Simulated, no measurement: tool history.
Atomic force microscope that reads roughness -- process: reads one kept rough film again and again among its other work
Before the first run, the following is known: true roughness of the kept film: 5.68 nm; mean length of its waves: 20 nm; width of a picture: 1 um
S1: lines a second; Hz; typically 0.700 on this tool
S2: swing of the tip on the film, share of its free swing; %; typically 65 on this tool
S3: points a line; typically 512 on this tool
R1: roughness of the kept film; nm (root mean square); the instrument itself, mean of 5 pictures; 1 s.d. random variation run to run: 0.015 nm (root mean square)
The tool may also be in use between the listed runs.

run,hour,S1,S2,S3,R1
1,0.0,0.700,65,512,3.104
2,10.6,0.700,65,512,3.042
3,21.9,0.700,65,512,2.988
4,32.9,0.700,65,512,2.932
5,42.0,0.700,65,834,2.948
6,50.5,0.700,65,834,2.857
7,55.9,0.700,65,512,2.856
8,65.2,0.700,65,512,2.782
9,70.9,0.700,65,512,2.746
10,81.8,0.700,65,512,2.731
11,86.9,0.700,65,512,2.702
12,97.8,0.700,65,512,2.659
13,106.1,0.700,65,512,2.614
14,112.3,0.700,65,512,2.592
15,119.2,0.700,65,512,2.574
# hour 121.2: height scale calibrated on a step standard
16,127.7,0.700,65,512,2.535
17,135.3,0.700,65,512,2.530
18,146.0,0.700,65,512,2.492
19,153.1,0.700,65,512,2.430
20,160.5,1.411,65,512,2.353
21,170.9,1.411,65,512,2.316
22,180.9,1.089,81,512,2.176
# hour 189.7: height scale calibrated on a step standard, once more
23,190.2,0.700,59,691,2.377
24,199.2,0.700,59,691,2.328
25,207.3,0.700,72,282,2.202
26,214.4,3.107,65,523,2.051
# hour 220.7: new tip fitted
27,222.4,3.513,57,523,3.218

5 options for the next run, each taken on its own from the tool as it stands now. Forecast them:
A,228.5,3.513,62,729,?
B,228.5,3.513,57,716,?
C,228.5,1.386,71,305,?
D,228.5,0.700,65,908,?
E,228.5,3.439,65,373,?

run,R1
A,3.075
B,3.195
C,3.113
D,3.367
E,2.991
The same runs, with their run-to-run variation unchanged, on a tool lacking any hidden condition would have given:
run,R1
A,3.205
B,3.330
C,3.245
D,3.510
E,3.118
